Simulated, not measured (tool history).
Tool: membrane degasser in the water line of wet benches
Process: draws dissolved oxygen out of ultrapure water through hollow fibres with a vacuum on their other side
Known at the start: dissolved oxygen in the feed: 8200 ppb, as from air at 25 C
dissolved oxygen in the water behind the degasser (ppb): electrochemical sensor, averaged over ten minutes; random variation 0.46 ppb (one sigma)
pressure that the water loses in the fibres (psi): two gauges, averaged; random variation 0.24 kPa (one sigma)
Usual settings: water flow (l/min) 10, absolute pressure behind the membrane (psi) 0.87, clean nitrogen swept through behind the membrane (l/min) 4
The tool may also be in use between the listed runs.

run	hour	water flow (l/min)	absolute pressure behind the membrane (psi)	clean nitrogen swept through behind the membrane (l/min)	dissolved oxygen in the water behind the degasser (ppb)	pressure that the water loses in the fibres (psi)
1	0	10	0.87	4	36.3	9.033
2	96.8	10	0.87	1.68	61.3	9.024
3	179.9	10	0.87	1.68	62.4	9.142
4	287	10	0.87	4	37.7	9.045
5	407.7	10	0.87	1.97	55.6	9.072
6	485.4	10	0.87	4	38	9.068
7	549.5	9	0.87	4	32.4	8.18
8	641.8	10	0.87	4	39.4	9.116
9	742.1	7	0.87	4	20.9	6.374
10	803.1	10	0.87	3.27	42.5	9.098
11	878.6	10	0.87	3.27	42.5	9.1
12	966.4	10	1.743	1.91	134.4	9.149
13	1076	7	0.699	4	15.9	6.45
14	1180.8	7	0.699	4	15.6	6.459
15	1286.5	11	0.87	4	46.5	10.15
16	1395	10	1.088	6.66	38.1	9.134
17	1448	10	0.759	10.16	27.1	9.163
18	1503.4	11	1.07	3.5	62.6	10.14
19	1576.8	11	1.07	3.5	61.7	10.098
20	1630.8	14	0.553	4	55.8	12.86
21	1708.5	7	0.87	4	21.7	6.434
22	1770.1	7	0.87	4	20.9	6.398

Some steps in dissolved oxygen in the water behind the degasser (ppb) between neighbouring runs. How much of each would the tool show without its hidden state too (settings, what came in, random variation), and how much is left for the hidden state, with any gauge scatter that isn't in both results?
The hidden state here: membrane still open, %; true pressure behind the membrane over the reading, kPa; air that leaks in behind the membrane, l/min; drift of the gauge itself on oxygen_ppb, %; drift of the gauge itself on loss_of_pressure_kpa, %.
Run 11 -> 12: absolute pressure behind the membrane (psi) 0.87 -> 1.743, clean nitrogen swept through behind the membrane (l/min) 3.27 -> 1.91. dissolved oxygen in the water behind the degasser (ppb) +91.9: hidden state +2.8, all else +89.1.
Run 12 -> 13: water flow (l/min) 10 -> 7, absolute pressure behind the membrane (psi) 1.743 -> 0.699, clean nitrogen swept through behind the membrane (l/min) 1.91 -> 4. dissolved oxygen in the water behind the degasser (ppb) -118.5: hidden state -4.7, all else -113.8.
Run 20 -> 21: water flow (l/min) 14 -> 7, absolute pressure behind the membrane (psi) 0.553 -> 0.87. dissolved oxygen in the water behind the degasser (ppb) -34.1: hidden state -5.8, all else -28.3.

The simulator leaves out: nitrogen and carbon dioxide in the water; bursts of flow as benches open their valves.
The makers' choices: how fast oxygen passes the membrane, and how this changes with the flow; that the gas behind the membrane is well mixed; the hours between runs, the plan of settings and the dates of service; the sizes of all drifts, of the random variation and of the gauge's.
